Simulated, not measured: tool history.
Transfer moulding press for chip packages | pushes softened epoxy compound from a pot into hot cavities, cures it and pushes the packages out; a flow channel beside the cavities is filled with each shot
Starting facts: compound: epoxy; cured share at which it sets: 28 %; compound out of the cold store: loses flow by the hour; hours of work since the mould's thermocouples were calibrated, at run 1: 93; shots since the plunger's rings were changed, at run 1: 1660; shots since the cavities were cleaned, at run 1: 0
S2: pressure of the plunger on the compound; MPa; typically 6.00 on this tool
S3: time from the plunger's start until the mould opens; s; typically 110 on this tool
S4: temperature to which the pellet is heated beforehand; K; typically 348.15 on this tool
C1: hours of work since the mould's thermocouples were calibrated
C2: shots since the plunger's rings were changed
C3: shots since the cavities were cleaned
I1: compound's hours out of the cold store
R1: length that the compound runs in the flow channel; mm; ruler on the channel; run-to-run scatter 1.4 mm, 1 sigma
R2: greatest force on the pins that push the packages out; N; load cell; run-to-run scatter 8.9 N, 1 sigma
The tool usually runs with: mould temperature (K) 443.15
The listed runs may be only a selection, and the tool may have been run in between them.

{"run": 1, "hour": 0.0, "mould temperature (K)": 443.15, "S2": 6.0, "S3": 110, "S4": 348.15, "C1": 93, "C2": 1660, "C3": 0, "I1": 45.2, "R1": 866, "R2": 380}
{"run": 2, "hour": 8.1, "mould temperature (K)": 443.15, "S2": 6.0, "S3": 110, "S4": 348.15, "C1": 97, "C2": 1728, "C3": 68, "I1": 11.5, "R1": 947, "R2": 441}
{"run": 3, "hour": 20.0, "mould temperature (K)": 443.15, "S2": 6.0, "S3": 110, "S4": 348.15, "C1": 103, "C2": 1828, "C3": 168, "I1": 46.7, "R1": 861, "R2": 450}
{"run": 4, "hour": 31.1, "mould temperature (K)": 443.15, "S2": 6.0, "S3": 110, "S4": 348.15, "C1": 108, "C2": 1921, "C3": 261, "I1": 30.9, "R1": 896, "R2": 495}
{"run": 5, "hour": 46.1, "mould temperature (K)": 443.15, "S2": 6.0, "S3": 110, "S4": 348.15, "C1": 115, "C2": 2047, "C3": 387, "I1": 15.0, "R1": 937, "R2": 567}
{"run": 6, "hour": 52.4, "mould temperature (K)": 443.15, "S2": 5.71, "S3": 110, "S4": 348.15, "C1": 118, "C2": 2099, "C3": 439, "I1": 43.5, "R1": 848, "R2": 525}
{"run": 7, "hour": 60.3, "mould temperature (K)": 443.15, "S2": 5.71, "S3": 110, "S4": 348.15, "C1": 122, "C2": 2166, "C3": 506, "I1": 20.7, "R1": 899, "R2": 525}
{"run": 8, "hour": 74.9, "mould temperature (K)": 443.15, "S2": 5.71, "S3": 110, "S4": 348.15, "C1": 129, "C2": 2288, "C3": 628, "I1": 46.6, "R1": 836, "R2": 557}
{"run": 9, "hour": 86.5, "mould temperature (K)": 444.15, "S2": 6.7, "S3": 92, "S4": 346.15, "C1": 134, "C2": 2386, "C3": 726, "I1": 38.5, "R1": 921, "R2": 694}
{"run": 10, "hour": 97.4, "mould temperature (K)": 444.15, "S2": 6.7, "S3": 92, "S4": 346.15, "C1": 139, "C2": 2477, "C3": 817, "I1": 38.4, "R1": 920, "R2": 726}
{"run": 11, "hour": 109.1, "mould temperature (K)": 449.15, "S2": 6.95, "S3": 92, "S4": 357.15, "C1": 145, "C2": 2575, "C3": 915, "I1": 44.3, "R1": 903, "R2": 559}
{"run": 12, "hour": 122.5, "mould temperature (K)": 449.15, "S2": 6.95, "S3": 92, "S4": 357.15, "C1": 151, "C2": 2688, "C3": 1028, "I1": 28.9, "R1": 939, "R2": 588}
{"hour": 131.8, "done": "cavities cleaned with cleaning compound and waxed"}
{"run": 13, "hour": 135.6, "mould temperature (K)": 436.15, "S2": 7.23, "S3": 98, "S4": 349.15, "C1": 157, "C2": 2785, "C3": 32, "I1": 26.6, "R1": 1020, "R2": 808}
{"run": 14, "hour": 145.1, "mould temperature (K)": 443.15, "S2": 6.0, "S3": 109, "S4": 348.15, "C1": 161, "C2": 2864, "C3": 111, "I1": 44.6, "R1": 856, "R2": 440}
{"hour": 152.6, "done": "plunger's sealing rings changed"}
{"run": 15, "hour": 157.7, "mould temperature (K)": 443.15, "S2": 6.0, "S3": 124, "S4": 351.15, "C1": 166, "C2": 43, "C3": 196, "I1": 24.4, "R1": 929, "R2": 433}
{"run": 16, "hour": 170.9, "mould temperature (K)": 448.15, "S2": 6.0, "S3": 124, "S4": 349.15, "C1": 172, "C2": 154, "C3": 307, "I1": 11.7, "R1": 945, "R2": 432}

Predict each of these 4 candidate next runs independently; none follows another, all start after run 16:
{"run": "A", "hour": 178.7, "mould temperature (K)": 444.15, "S2": 6.0, "S3": 138, "S4": 342.15, "C1": 176, "C2": 220, "C3": 373, "I1": 8.1, "R1": "?", "R2": "?"}
{"run": "B", "hour": 178.7, "mould temperature (K)": 448.15, "S2": 6.0, "S3": 124, "S4": 349.15, "C1": 176, "C2": 220, "C3": 373, "I1": 36.0, "R1": "?", "R2": "?"}
{"run": "C", "hour": 178.7, "mould temperature (K)": 438.15, "S2": 6.0, "S3": 124, "S4": 349.15, "C1": 176, "C2": 220, "C3": 373, "I1": 24.8, "R1": "?", "R2": "?"}
{"run": "D", "hour": 178.7, "mould temperature (K)": 441.15, "S2": 5.73, "S3": 136, "S4": 348.15, "C1": 176, "C2": 220, "C3": 373, "I1": 25.1, "R1": "?", "R2": "?"}

run=A R1=967 R2=453
run=B R1=880 R2=453
run=C R1=948 R2=545
run=D R1=911 R2=467
Take away the tool's hidden state, keep each run's random variation, and the runs would have read:
run=A R1=973 R2=348
run=B R1=885 R2=349
run=C R1=953 R2=427
run=D R1=916 R2=361

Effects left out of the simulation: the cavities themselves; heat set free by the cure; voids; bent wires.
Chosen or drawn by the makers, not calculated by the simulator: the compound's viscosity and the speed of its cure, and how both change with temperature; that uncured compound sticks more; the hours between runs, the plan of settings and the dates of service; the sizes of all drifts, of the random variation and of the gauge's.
